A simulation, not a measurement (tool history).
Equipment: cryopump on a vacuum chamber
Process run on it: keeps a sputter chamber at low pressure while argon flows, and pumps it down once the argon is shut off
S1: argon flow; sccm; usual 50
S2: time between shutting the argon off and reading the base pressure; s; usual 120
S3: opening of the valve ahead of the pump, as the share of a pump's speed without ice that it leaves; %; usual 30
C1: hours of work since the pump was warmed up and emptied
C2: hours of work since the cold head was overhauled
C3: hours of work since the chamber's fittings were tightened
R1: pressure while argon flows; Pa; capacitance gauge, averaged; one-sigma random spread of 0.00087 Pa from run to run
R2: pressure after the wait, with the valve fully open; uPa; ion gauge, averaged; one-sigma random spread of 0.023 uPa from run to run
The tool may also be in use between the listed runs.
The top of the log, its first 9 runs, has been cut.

Run 10, hour 632.6: usual settings but S2 100 s, S3 36 %; C1 609; C2 1760; C3 1459. Result: R1 0.1618 Pa, R2 2.17 uPa.
Run 11, hour 726: usual settings; C1 681; C2 1832; C3 1530. Result: R1 0.1928 Pa, R2 2.18 uPa.
Run 12, hour 781.2: usual settings; C1 723; C2 1874; C3 1573. Result: R1 0.193 Pa, R2 2.21 uPa.
Run 13, hour 861: usual settings; C1 785; C2 1935; C3 1634. Result: R1 0.1965 Pa, R2 2.28 uPa.
Run 14, hour 958.6: usual settings but S2 242 s; C1 859; C2 2010; C3 1709. Result: R1 0.1964 Pa, R2 2.18 uPa.
Run 15, hour 1015.6: usual settings but S1 32 sccm, S2 242 s; C1 903; C2 2054; C3 1753. Result: R1 0.1278 Pa, R2 2.24 uPa.
Run 16, hour 1086.8: usual settings but S1 23 sccm; C1 958; C2 2109; C3 1808. Result: R1 0.0924 Pa, R2 2.5 uPa.
Run 17, hour 1160.4: usual settings but S1 23 sccm; C1 1014; C2 2165; C3 1864. Result: R1 0.0929 Pa, R2 2.7 uPa.
Run 18, hour 1256: usual settings but S1 66 sccm, S3 24 %; C1 1088; C2 2239; C3 1938. Result: R1 0.3261 Pa, R2 2.76 uPa.
At hour 1276.8: pump warmed up, emptied and cooled again.
Run 19, hour 1342.3: usual settings but S1 66 sccm, S3 24 %; C1 50; C2 2301; C3 2000. Result: R1 0.2965 Pa, R2 2.13 uPa.
Run 20, hour 1433.9: usual settings but S1 27 sccm, S2 42 s, S3 21 %; C1 121; C2 2372; C3 2070. Result: R1 0.1388 Pa, R2 3.34 uPa.
Run 21, hour 1538.6: usual settings but S1 27 sccm, S2 42 s, S3 21 %; C1 201; C2 2452; C3 2151. Result: R1 0.1391 Pa, R2 3.54 uPa.
Run 22, hour 1601.2: usual settings but S1 80 sccm, S2 136 s, S3 39 %; C1 249; C2 2500; C3 2199. Result: R1 0.2292 Pa, R2 2.33 uPa.
Run 23, hour 1682.3: usual settings but S1 80 sccm, S2 136 s, S3 39 %; C1 311; C2 2562; C3 2261. Result: R1 0.2299 Pa, R2 2.41 uPa.
Run 24, hour 1744.9: usual settings but S3 29 %; C1 360; C2 2611; C3 2309. Result: R1 0.1918 Pa, R2 2.6 uPa.
Run 25, hour 1851.8: usual settings but S3 29 %; C1 442; C2 2693; C3 2391. Result: R1 0.1934 Pa, R2 2.65 uPa.
Run 26, hour 1951.4: usual settings but S3 28 %; C1 518; C2 2769; C3 2468. Result: R1 0.1996 Pa, R2 2.81 uPa.
Run 27, hour 2056.6: usual settings but S1 82 sccm, S3 28 %; C1 599; C2 2850; C3 2549. Result: R1 0.3328 Pa, R2 3 uPa.
Run 28, hour 2103.7: usual settings but S1 82 sccm, S3 28 %; C1 635; C2 2886; C3 2585. Result: R1 0.3368 Pa, R2 2.91 uPa.
Run 29, hour 2198: usual settings but S1 68 sccm, S2 103 s, S3 28 %; C1 707; C2 2958; C3 2657. Result: R1 0.2791 Pa, R2 3.15 uPa.
Run 30, hour 2304.7: usual settings but S1 62 sccm, S2 27 s, S3 56 %; C1 789; C2 3040; C3 2739. Result: R1 0.1404 Pa, R2 5.37 uPa.
Run 31, hour 2370: usual settings but S1 37 sccm, S2 48 s, S3 44 %; C1 840; C2 3091; C3 2789. Result: R1 0.1028 Pa, R2 4.35 uPa.
Run 32, hour 2413.9: usual settings but S2 47 s, S3 26 %; C1 873; C2 3124; C3 2823. Result: R1 0.224 Pa, R2 4.35 uPa.
Run 33, hour 2470.8: usual settings but S1 22 sccm, S2 126 s, S3 37 %; C1 917; C2 3168; C3 2867. Result: R1 0.074 Pa, R2 3.52 uPa.

4 ways to go on from here, each from the tool as it stands after run 33. What would each give?
Run A, hour 2518: usual settings but S1 22 sccm, S2 178 s, S3 37 %; C1 953; C2 3204; C3 2903. Result: R1 ?, R2 ?.
Run B, hour 2518: usual settings but S3 40 %; C1 953; C2 3204; C3 2903. Result: R1 ?, R2 ?.
Run C, hour 2518: usual settings but S3 37 %; C1 953; C2 3204; C3 2903. Result: R1 ?, R2 ?.
Run D, hour 2518: usual settings but S1 30 sccm, S2 108 s, S3 31 %; C1 953; C2 3204; C3 2903. Result: R1 ?, R2 ?.

run      R1    R2
  A  0.0729  3.37
  B  0.1557  3.72
  C  0.1664   3.5
  D  0.1168  3.64
Without the tool's hidden state the same runs would have given:
run      R1    R2
  A  0.0631  0.59
  B  0.1332  0.82
  C  0.1441  0.75
  D  0.1033  0.83

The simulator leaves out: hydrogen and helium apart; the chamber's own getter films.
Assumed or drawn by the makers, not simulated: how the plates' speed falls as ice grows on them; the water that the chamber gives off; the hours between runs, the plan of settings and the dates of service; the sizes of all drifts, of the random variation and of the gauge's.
